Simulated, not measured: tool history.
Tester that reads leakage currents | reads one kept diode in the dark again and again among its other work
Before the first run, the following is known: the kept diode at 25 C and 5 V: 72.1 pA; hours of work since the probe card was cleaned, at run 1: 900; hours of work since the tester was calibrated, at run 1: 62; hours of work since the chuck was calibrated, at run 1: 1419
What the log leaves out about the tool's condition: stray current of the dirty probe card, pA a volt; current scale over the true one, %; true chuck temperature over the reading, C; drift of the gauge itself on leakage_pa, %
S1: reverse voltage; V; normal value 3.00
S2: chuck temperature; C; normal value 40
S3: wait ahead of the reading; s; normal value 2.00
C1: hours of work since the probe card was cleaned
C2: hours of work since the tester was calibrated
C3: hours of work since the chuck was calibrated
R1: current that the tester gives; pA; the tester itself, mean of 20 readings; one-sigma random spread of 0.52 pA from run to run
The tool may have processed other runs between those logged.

run 1 hour=0.0 | S1=3.00 S2=40 S3=2.00 | C1=900 C2=62 C3=1419 | R1=205.23
run 2 hour=17.0 | S1=3.00 S2=22 S3=2.00 | C1=907 C2=69 C3=1426 | R1=55.37
run 3 hour=35.6 | S1=3.00 S2=22 S3=2.00 | C1=916 C2=78 C3=1434 | R1=55.64
run 4 hour=55.2 | S1=3.00 S2=22 S3=2.00 | C1=924 C2=86 C3=1443 | R1=55.48
-- hour=80.4 chuck's temperature calibrated
run 5 hour=87.3 | S1=3.00 S2=40 S3=0.91 | C1=937 C2=99 C3=3 | R1=177.09
run 6 hour=103.0 | S1=3.00 S2=27 S3=2.00 | C1=944 C2=106 C3=10 | R1=68.55
run 7 hour=132.1 | S1=3.00 S2=27 S3=2.00 | C1=957 C2=119 C3=23 | R1=68.77
run 8 hour=153.8 | S1=3.00 S2=27 S3=2.00 | C1=967 C2=128 C3=32 | R1=68.98
run 9 hour=178.7 | S1=3.00 S2=27 S3=2.00 | C1=977 C2=139 C3=43 | R1=69.02
run 10 hour=199.9 | S1=3.00 S2=40 S3=2.00 | C1=987 C2=149 C3=52 | R1=178.03

Run 11 is up next; what results do you expect?
run 11 hour=232.3 | S1=1.98 S2=40 S3=2.00 | C1=1001 C2=163 C3=67 | R1=?

{"run 11": {"R1": 140.02}}
With no hidden state in the tool, this same run would have given R1 135.24 pA.

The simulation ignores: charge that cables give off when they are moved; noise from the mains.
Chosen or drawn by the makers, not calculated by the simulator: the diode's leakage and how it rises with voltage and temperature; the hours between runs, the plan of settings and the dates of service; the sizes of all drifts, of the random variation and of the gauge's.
